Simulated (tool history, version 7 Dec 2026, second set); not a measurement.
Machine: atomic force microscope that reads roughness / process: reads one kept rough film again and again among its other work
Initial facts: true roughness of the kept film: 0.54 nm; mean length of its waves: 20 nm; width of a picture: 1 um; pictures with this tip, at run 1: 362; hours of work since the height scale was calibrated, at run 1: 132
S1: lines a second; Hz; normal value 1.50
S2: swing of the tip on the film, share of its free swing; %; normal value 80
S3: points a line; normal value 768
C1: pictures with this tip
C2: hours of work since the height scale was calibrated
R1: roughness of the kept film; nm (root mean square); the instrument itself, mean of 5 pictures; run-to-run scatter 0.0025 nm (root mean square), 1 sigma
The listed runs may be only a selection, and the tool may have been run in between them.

{"run": 1, "day": 0.0, "S1": 1.5, "S2": 80, "S3": 768, "C1": 362, "C2": 132, "R1": 0.424}
{"day": 0.508, "done": "new tip fitted"}
{"run": 2, "day": 0.771, "S1": 1.5, "S2": 80, "S3": 768, "C1": 7, "C2": 144, "R1": 0.445}
{"run": 3, "day": 1.154, "S1": 1.5, "S2": 80, "S3": 768, "C1": 18, "C2": 149, "R1": 0.45}
{"run": 4, "day": 1.858, "S1": 1.5, "S2": 86, "S3": 768, "C1": 38, "C2": 160, "R1": 0.426}
{"run": 5, "day": 2.5, "S1": 1.5, "S2": 86, "S3": 768, "C1": 56, "C2": 170, "R1": 0.431}
{"run": 6, "day": 2.862, "S1": 1.5, "S2": 86, "S3": 768, "C1": 67, "C2": 176, "R1": 0.428}
{"run": 7, "day": 3.221, "S1": 1.5, "S2": 77, "S3": 768, "C1": 77, "C2": 181, "R1": 0.451}
{"run": 8, "day": 3.683, "S1": 1.5, "S2": 61, "S3": 768, "C1": 90, "C2": 188, "R1": 0.48}
{"run": 9, "day": 4.304, "S1": 0.64, "S2": 80, "S3": 768, "C1": 107, "C2": 198, "R1": 0.471}
{"run": 10, "day": 4.838, "S1": 0.64, "S2": 80, "S3": 768, "C1": 123, "C2": 206, "R1": 0.472}
{"run": 11, "day": 5.304, "S1": 0.64, "S2": 80, "S3": 768, "C1": 136, "C2": 213, "R1": 0.47}
{"run": 12, "day": 5.638, "S1": 0.64, "S2": 80, "S3": 768, "C1": 145, "C2": 218, "R1": 0.469}
{"run": 13, "day": 6.25, "S1": 1.81, "S2": 80, "S3": 768, "C1": 163, "C2": 228, "R1": 0.43}
{"run": 14, "day": 6.667, "S1": 1.5, "S2": 80, "S3": 308, "C1": 174, "C2": 234, "R1": 0.426}
{"run": 15, "day": 7.25, "S1": 1.5, "S2": 80, "S3": 308, "C1": 191, "C2": 243, "R1": 0.425}
{"run": 16, "day": 7.646, "S1": 1.5, "S2": 80, "S3": 308, "C1": 202, "C2": 249, "R1": 0.422}
{"run": 17, "day": 8.158, "S1": 1.5, "S2": 80, "S3": 308, "C1": 217, "C2": 257, "R1": 0.426}
{"run": 18, "day": 8.808, "S1": 1.5, "S2": 80, "S3": 308, "C1": 235, "C2": 267, "R1": 0.422}
{"run": 19, "day": 9.442, "S1": 1.6, "S2": 80, "S3": 768, "C1": 253, "C2": 277, "R1": 0.429}
{"run": 20, "day": 10.096, "S1": 1.6, "S2": 80, "S3": 768, "C1": 272, "C2": 287, "R1": 0.431}
{"run": 21, "day": 10.779, "S1": 1.5, "S2": 80, "S3": 768, "C1": 291, "C2": 298, "R1": 0.43}
{"run": 22, "day": 11.558, "S1": 1.5, "S2": 80, "S3": 950, "C1": 313, "C2": 310, "R1": 0.427}
{"run": 23, "day": 12.321, "S1": 1.14, "S2": 80, "S3": 768, "C1": 335, "C2": 321, "R1": 0.438}
{"run": 24, "day": 12.662, "S1": 1.5, "S2": 80, "S3": 481, "C1": 344, "C2": 327, "R1": 0.423}
{"run": 25, "day": 13.2, "S1": 1.5, "S2": 80, "S3": 481, "C1": 360, "C2": 335, "R1": 0.425}
{"run": 26, "day": 13.529, "S1": 1.5, "S2": 80, "S3": 768, "C1": 369, "C2": 340, "R1": 0.424}
{"day": 13.762, "done": "new tip fitted"}
{"run": 27, "day": 14.338, "S1": 1.5, "S2": 80, "S3": 768, "C1": 16, "C2": 352, "R1": 0.446}
{"run": 28, "day": 14.933, "S1": 1.5, "S2": 75, "S3": 460, "C1": 33, "C2": 361, "R1": 0.457}
{"run": 29, "day": 15.688, "S1": 3.8, "S2": 60, "S3": 282, "C1": 55, "C2": 373, "R1": 0.442}
{"run": 30, "day": 16.467, "S1": 3.8, "S2": 60, "S3": 282, "C1": 77, "C2": 385, "R1": 0.44}
{"run": 31, "day": 16.971, "S1": 3.8, "S2": 60, "S3": 282, "C1": 91, "C2": 393, "R1": 0.441}
{"run": 32, "day": 17.538, "S1": 3.8, "S2": 63, "S3": 529, "C1": 107, "C2": 401, "R1": 0.443}
{"run": 33, "day": 18.217, "S1": 3.8, "S2": 63, "S3": 529, "C1": 126, "C2": 412, "R1": 0.438}
{"run": 34, "day": 18.767, "S1": 3.86, "S2": 80, "S3": 768, "C1": 142, "C2": 420, "R1": 0.37}
{"run": 35, "day": 19.512, "S1": 3.11, "S2": 88, "S3": 468, "C1": 163, "C2": 432, "R1": 0.354}
{"run": 36, "day": 19.958, "S1": 0.93, "S2": 63, "S3": 794, "C1": 176, "C2": 439, "R1": 0.483}
{"run": 37, "day": 20.688, "S1": 0.93, "S2": 63, "S3": 794, "C1": 196, "C2": 450, "R1": 0.479}
{"run": 38, "day": 21.408, "S1": 0.93, "S2": 63, "S3": 794, "C1": 217, "C2": 461, "R1": 0.48}
{"run": 39, "day": 21.921, "S1": 0.93, "S2": 63, "S3": 794, "C1": 231, "C2": 469, "R1": 0.479}
{"run": 40, "day": 22.308, "S1": 0.86, "S2": 73, "S3": 753, "C1": 242, "C2": 475, "R1": 0.466}
{"run": 41, "day": 22.975, "S1": 0.86, "S2": 73, "S3": 641, "C1": 261, "C2": 485, "R1": 0.462}
{"run": 42, "day": 23.392, "S1": 0.5, "S2": 70, "S3": 430, "C1": 273, "C2": 492, "R1": 0.468}
{"run": 43, "day": 24.104, "S1": 2.58, "S2": 83, "S3": 768, "C1": 293, "C2": 503, "R1": 0.382}
{"run": 44, "day": 24.683, "S1": 2.58, "S2": 57, "S3": 295, "C1": 309, "C2": 512, "R1": 0.453}
{"run": 45, "day": 25.071, "S1": 2.58, "S2": 57, "S3": 295, "C1": 320, "C2": 517, "R1": 0.451}
{"run": 46, "day": 25.425, "S1": 1.5, "S2": 66, "S3": 301, "C1": 330, "C2": 523, "R1": 0.447}
{"run": 47, "day": 25.738, "S1": 1.5, "S2": 66, "S3": 301, "C1": 339, "C2": 528, "R1": 0.443}
{"run": 48, "day": 26.458, "S1": 0.98, "S2": 83, "S3": 920, "C1": 360, "C2": 539, "R1": 0.438}
{"run": 49, "day": 26.938, "S1": 2.06, "S2": 85, "S3": 729, "C1": 373, "C2": 546, "R1": 0.393}
{"day": 27.012, "done": "new tip fitted"}
{"run": 50, "day": 27.375, "S1": 1.32, "S2": 63, "S3": 594, "C1": 10, "C2": 553, "R1": 0.488}
{"run": 51, "day": 28.162, "S1": 2.82, "S2": 80, "S3": 716, "C1": 32, "C2": 565, "R1": 0.406}
{"run": 52, "day": 28.788, "S1": 0.64, "S2": 58, "S3": 414, "C1": 50, "C2": 574, "R1": 0.494}
{"run": 53, "day": 29.504, "S1": 1.58, "S2": 80, "S3": 287, "C1": 70, "C2": 585, "R1": 0.428}

Difference, measured minus no-hidden-state, one row per run. Run-to-run variation is common to both terms; the gauge's own scatter need not be:
Hidden state present: radius of the tip, nm; height scale over the true one, %; drift of the gauge itself on roughness_nm, %.
run=1 R1=-0.024
run=2 R1=-0.002
run=3 R1=-0.003
run=4 R1=-0.004
run=5 R1=-0.005
run=6 R1=-0.006
run=7 R1=-0.007
run=8 R1=-0.008
run=9 R1=-0.009
run=10 R1=-0.010
run=11 R1=-0.011
run=12 R1=-0.011
run=13 R1=-0.012
run=14 R1=-0.013
run=15 R1=-0.014
run=16 R1=-0.014
run=17 R1=-0.015
run=18 R1=-0.017
run=19 R1=-0.017
run=20 R1=-0.019
run=21 R1=-0.020
run=22 R1=-0.022
run=23 R1=-0.024
run=24 R1=-0.023
run=25 R1=-0.024
run=26 R1=-0.024
run=27 R1=-0.002
run=28 R1=-0.003
run=29 R1=-0.004
run=30 R1=-0.006
run=31 R1=-0.006
run=32 R1=-0.008
run=33 R1=-0.009
run=34 R1=-0.008
run=35 R1=-0.009
run=36 R1=-0.013
run=37 R1=-0.015
run=38 R1=-0.016
run=39 R1=-0.017
run=40 R1=-0.017
run=41 R1=-0.018
run=42 R1=-0.020
run=43 R1=-0.017
run=44 R1=-0.021
run=45 R1=-0.022
run=46 R1=-0.023
run=47 R1=-0.023
run=48 R1=-0.024
run=49 R1=-0.022
run=50 R1=-0.003
run=51 R1=-0.003
run=52 R1=-0.006
run=53 R1=-0.006
